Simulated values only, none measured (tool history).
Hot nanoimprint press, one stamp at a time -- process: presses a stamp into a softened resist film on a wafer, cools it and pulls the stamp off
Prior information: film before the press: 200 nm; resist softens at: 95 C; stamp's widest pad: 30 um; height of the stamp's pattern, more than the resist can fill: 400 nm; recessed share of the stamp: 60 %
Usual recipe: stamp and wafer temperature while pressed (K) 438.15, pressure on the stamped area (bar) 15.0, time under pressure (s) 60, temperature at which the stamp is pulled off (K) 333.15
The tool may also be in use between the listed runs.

run	hour	stamp and wafer temperature while pressed (K)	pressure on the stamped area (bar)	time under pressure (s)	temperature at which the stamp is pulled off (K)	resist left under the stamp's widest pad (Å)	greatest force while the stamp is pulled off (N)
1	0.0	438.15	15.0	60	333.15	739	133
2	23.0	431.15	15.0	60	333.15	981	132
3	43.6	431.15	15.0	60	333.15	973	134
4	65.5	431.15	22.3	60	333.15	818	138
5	84.5	431.15	22.3	60	333.15	830	142
6	102.4	438.15	12.1	60	333.15	834	140
7	114.6	438.15	12.1	60	333.15	840	148
8	131.8	438.15	10.1	60	333.15	914	144
9	147.5	438.15	10.1	60	333.15	914	148
# hour 151.6: plate thermocouple calibrated
10	172.6	438.15	10.1	60	333.15	923	152
11	184.3	438.15	15.0	60	334.15	789	155
# hour 195.8: stamp cleaned and given a new release coat
12	206.5	438.15	15.0	60	334.15	785	127
13	220.4	438.15	15.0	60	334.15	793	129
14	237.5	438.15	15.0	93	333.15	656	130
# hour 248.2: plate thermocouple calibrated, once more
15	261.3	438.15	15.0	60	333.15	737	128
16	278.6	428.15	21.3	65	321.15	899	157
17	294.5	428.15	21.3	65	321.15	905	161
18	310.7	445.15	11.5	40	320.15	775	169
19	321.8	445.15	11.5	40	320.15	782	172
20	340.1	443.15	11.5	40	337.15	831	130
21	356.0	443.15	11.5	40	337.15	838	135
22	374.5	438.15	15.0	89	319.15	635	186
23	395.1	442.15	9.5	32	329.15	1012	154
24	415.0	433.15	16.1	60	333.15	869	153
# hour 439.6: stamp cleaned and given a new release coat
25	441.2	438.15	15.0	107	333.15	591	122
26	462.1	445.15	11.8	34	323.15	829	149
27	476.7	438.15	12.4	73	323.15	757	155
28	500.7	438.15	12.4	73	323.15	768	152
29	522.6	438.15	21.8	66	323.15	612	160

Run 30 is up next; what results do you expect?
30	535.9	438.15	21.8	39	332.15	?	?

resist left under the stamp's widest pad (Å): 771
greatest force while the stamp is pulled off (N): 140
The same run, on a tool lacking any hidden state, would have yielded resist left under the stamp's widest pad (Å) 727, greatest force while the stamp is pulled off (N) 125.

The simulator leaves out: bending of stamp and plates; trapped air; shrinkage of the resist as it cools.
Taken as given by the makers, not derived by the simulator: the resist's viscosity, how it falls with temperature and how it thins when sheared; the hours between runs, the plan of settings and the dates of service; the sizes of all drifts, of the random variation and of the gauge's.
